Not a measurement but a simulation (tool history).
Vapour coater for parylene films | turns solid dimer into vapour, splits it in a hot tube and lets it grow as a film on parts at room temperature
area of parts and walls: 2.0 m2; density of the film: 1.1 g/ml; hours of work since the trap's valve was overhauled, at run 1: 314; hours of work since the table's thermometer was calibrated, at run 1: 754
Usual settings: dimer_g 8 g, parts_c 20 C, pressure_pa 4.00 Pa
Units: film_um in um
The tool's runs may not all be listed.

run	day	dimer_g	parts_c	pressure_pa	hours of work since the trap's valve was overhauled	hours of work since the table's thermometer was calibrated	film_um
1	0.000	8	20	4.00	314	754	2.463
2	1.483	8	20	4.00	340	780	2.458
3	2.642	8	20	4.00	361	801	2.445
4	3.388	8	17	4.00	374	814	2.597
5	4.742	8	17	4.00	398	838	2.580
6	6.292	8	17	8.60	425	865	2.278
7	6.938	5	20	4.00	437	877	1.526
8	7.908	5	31	4.00	454	894	1.245
9	8.746	8	20	4.00	469	909	2.435
# day 9.050: trap's valve overhauled
10	10.017	8	20	4.00	17	929	2.414
11	10.817	8	20	4.00	31	943	2.404
12	11.817	6	19	6.97	49	960	1.674
13	12.712	8	20	6.79	65	976	2.202
# day 13.475: trap's valve overhauled, once more
14	14.350	8	20	3.45	16	1003	2.631
15	15.546	11	16	5.61	37	1024	3.585
16	16.550	14	14	2.34	55	1041	5.440
17	18.054	14	14	2.34	81	1068	5.448
18	19.029	12	20	11.22	99	1085	3.223
19	20.208	11	22	4.91	119	1106	3.252

3 ways to go on from here, each from the tool as it stands after run 19. What would each give?
A	20.962	12	21	2.92	133	1120	?
B	20.962	8	20	4.00	133	1120	?
C	20.962	7	14	5.08	133	1120	?

run	film_um
A	3.934
B	2.532
C	2.373
Without the tool's hidden state the same runs would have given:
run	film_um
A	3.912
B	2.518
C	2.360

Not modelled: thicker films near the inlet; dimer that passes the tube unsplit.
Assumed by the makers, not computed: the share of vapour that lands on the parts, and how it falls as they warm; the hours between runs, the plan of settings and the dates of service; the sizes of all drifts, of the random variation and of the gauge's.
